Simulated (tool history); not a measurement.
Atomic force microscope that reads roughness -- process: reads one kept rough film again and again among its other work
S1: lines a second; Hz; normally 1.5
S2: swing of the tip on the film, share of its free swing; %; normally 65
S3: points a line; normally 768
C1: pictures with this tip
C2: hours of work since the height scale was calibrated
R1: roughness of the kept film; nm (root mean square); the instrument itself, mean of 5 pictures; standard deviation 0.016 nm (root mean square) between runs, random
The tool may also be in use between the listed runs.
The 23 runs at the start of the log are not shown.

run    hour    S1  S2   S3   C1   C2     R1
 24   849.7   0.6  64  768  225  485  4.016
 25   881.5  2.38  64  768  248  499  3.855
 26   909.8   1.5  65  768  269  511  3.893
      956.1  -- new tip fitted
 27     964  1.36  74  410    6  534  3.815
 28   996.4  0.53  74  922   30  548  4.012
 29  1047.9  0.53  74  922   68  570  3.992
 30  1069.9  1.15  65  271   84  579  3.838
 31  1118.4  1.15  65  271  120  600  3.835
 32  1149.6  1.15  88  485  143  614  3.669
 33  1203.7  1.15  88  485  182  637   3.65
 34  1250.3  3.55  58  764  217  657  3.831
 35  1293.2   1.5  71  352  248  675  3.811
 36  1323.5   1.5  78  264  271  688  3.628
 37  1360.1   1.5  78  264  298  704   3.61
     1367.5  -- new tip fitted
 38  1395.4   1.5  78  264   20  719  3.634
 39  1431.6  0.86  69  575   47  734  3.957
 40  1457.7   1.5  65  510   66  746  3.918
 41  1498.9   1.5  65  510   97  763  3.919
 42  1543.2   1.5  65  510  129  782  3.895
 43  1579.6   1.5  85  768  156  798   3.63
 44  1609.5  2.19  65  289  178  811   3.75
 45  1648.5  0.83  72  289  207  828  3.855
 46    1682  0.83  72  289  232  842  3.843

The next listed run, before its measurement:
 47  1736.5  0.83  72  289  272  865   ?

Run 47 gave R1 3.833 nm (root mean square).
With the hidden condition absent and the run-to-run variation left alone, this run would have shown R1 3.852 nm (root mean square).
